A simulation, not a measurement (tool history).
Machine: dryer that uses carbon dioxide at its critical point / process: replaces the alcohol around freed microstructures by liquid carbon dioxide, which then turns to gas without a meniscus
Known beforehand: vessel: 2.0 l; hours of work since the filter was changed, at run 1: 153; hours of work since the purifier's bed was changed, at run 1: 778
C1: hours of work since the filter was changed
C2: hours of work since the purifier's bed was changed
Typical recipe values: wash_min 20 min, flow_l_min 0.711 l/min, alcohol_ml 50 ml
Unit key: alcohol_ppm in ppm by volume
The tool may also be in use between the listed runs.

{"run": 1, "day": 0.0, "wash_min": 20, "flow_l_min": 0.711, "alcohol_ml": 50, "C1": 153, "C2": 778, "alcohol_ppm": 137}
{"run": 2, "day": 2.2, "wash_min": 20, "flow_l_min": 0.711, "alcohol_ml": 50, "C1": 184, "C2": 808, "alcohol_ppm": 147}
{"run": 3, "day": 4.371, "wash_min": 20, "flow_l_min": 0.711, "alcohol_ml": 50, "C1": 214, "C2": 838, "alcohol_ppm": 162}
{"day": 5.267, "done": "inlet filter changed"}
{"run": 4, "day": 6.042, "wash_min": 20, "flow_l_min": 0.711, "alcohol_ml": 92, "C1": 11, "C2": 861, "alcohol_ppm": 164}
{"run": 5, "day": 7.283, "wash_min": 20, "flow_l_min": 0.711, "alcohol_ml": 92, "C1": 28, "C2": 878, "alcohol_ppm": 172}
{"run": 6, "day": 9.008, "wash_min": 20, "flow_l_min": 0.711, "alcohol_ml": 92, "C1": 52, "C2": 902, "alcohol_ppm": 178}
{"run": 7, "day": 11.112, "wash_min": 20, "flow_l_min": 0.711, "alcohol_ml": 92, "C1": 81, "C2": 931, "alcohol_ppm": 199}
{"run": 8, "day": 12.588, "wash_min": 20, "flow_l_min": 0.711, "alcohol_ml": 92, "C1": 101, "C2": 952, "alcohol_ppm": 197}
{"run": 9, "day": 14.308, "wash_min": 22, "flow_l_min": 0.711, "alcohol_ml": 92, "C1": 125, "C2": 976, "alcohol_ppm": 150}
{"run": 10, "day": 16.071, "wash_min": 22, "flow_l_min": 0.711, "alcohol_ml": 92, "C1": 150, "C2": 1000, "alcohol_ppm": 155}
{"run": 11, "day": 17.242, "wash_min": 20, "flow_l_min": 0.446, "alcohol_ml": 84, "C1": 166, "C2": 1016, "alcohol_ppm": 1296}
{"run": 12, "day": 19.517, "wash_min": 29, "flow_l_min": 0.446, "alcohol_ml": 96, "C1": 197, "C2": 1048, "alcohol_ppm": 390}
{"day": 21.529, "done": "inlet filter changed"}
{"run": 13, "day": 21.971, "wash_min": 17, "flow_l_min": 0.446, "alcohol_ml": 32, "C1": 6, "C2": 1081, "alcohol_ppm": 726}
{"run": 14, "day": 23.033, "wash_min": 17, "flow_l_min": 0.665, "alcohol_ml": 42, "C1": 21, "C2": 1096, "alcohol_ppm": 249}
{"run": 15, "day": 25.508, "wash_min": 27, "flow_l_min": 0.755, "alcohol_ml": 50, "C1": 55, "C2": 1130, "alcohol_ppm": 80}
{"run": 16, "day": 27.462, "wash_min": 12, "flow_l_min": 0.588, "alcohol_ml": 30, "C1": 82, "C2": 1157, "alcohol_ppm": 904}
{"run": 17, "day": 29.829, "wash_min": 12, "flow_l_min": 0.588, "alcohol_ml": 30, "C1": 115, "C2": 1190, "alcohol_ppm": 943}

Here are 5 independent what-if runs from the current tool condition. What would each one return?
{"run": "A", "day": 31.479, "wash_min": 14, "flow_l_min": 0.683, "alcohol_ml": 62, "C1": 138, "C2": 1213, "alcohol_ppm": "?"}
{"run": "B", "day": 31.479, "wash_min": 23, "flow_l_min": 1.082, "alcohol_ml": 45, "C1": 138, "C2": 1213, "alcohol_ppm": "?"}
{"run": "C", "day": 31.479, "wash_min": 20, "flow_l_min": 0.711, "alcohol_ml": 26, "C1": 138, "C2": 1213, "alcohol_ppm": "?"}
{"run": "D", "day": 31.479, "wash_min": 12, "flow_l_min": 1.152, "alcohol_ml": 30, "C1": 138, "C2": 1213, "alcohol_ppm": "?"}
{"run": "E", "day": 31.479, "wash_min": 16, "flow_l_min": 0.711, "alcohol_ml": 27, "C1": 138, "C2": 1213, "alcohol_ppm": "?"}

run=A alcohol_ppm=747
run=B alcohol_ppm=83
run=C alcohol_ppm=126
run=D alcohol_ppm=146
run=E alcohol_ppm=219
Without the tool's hidden state the same runs would have given:
run=A alcohol_ppm=504
run=B alcohol_ppm=5
run=C alcohol_ppm=32
run=D alcohol_ppm=45
run=E alcohol_ppm=99

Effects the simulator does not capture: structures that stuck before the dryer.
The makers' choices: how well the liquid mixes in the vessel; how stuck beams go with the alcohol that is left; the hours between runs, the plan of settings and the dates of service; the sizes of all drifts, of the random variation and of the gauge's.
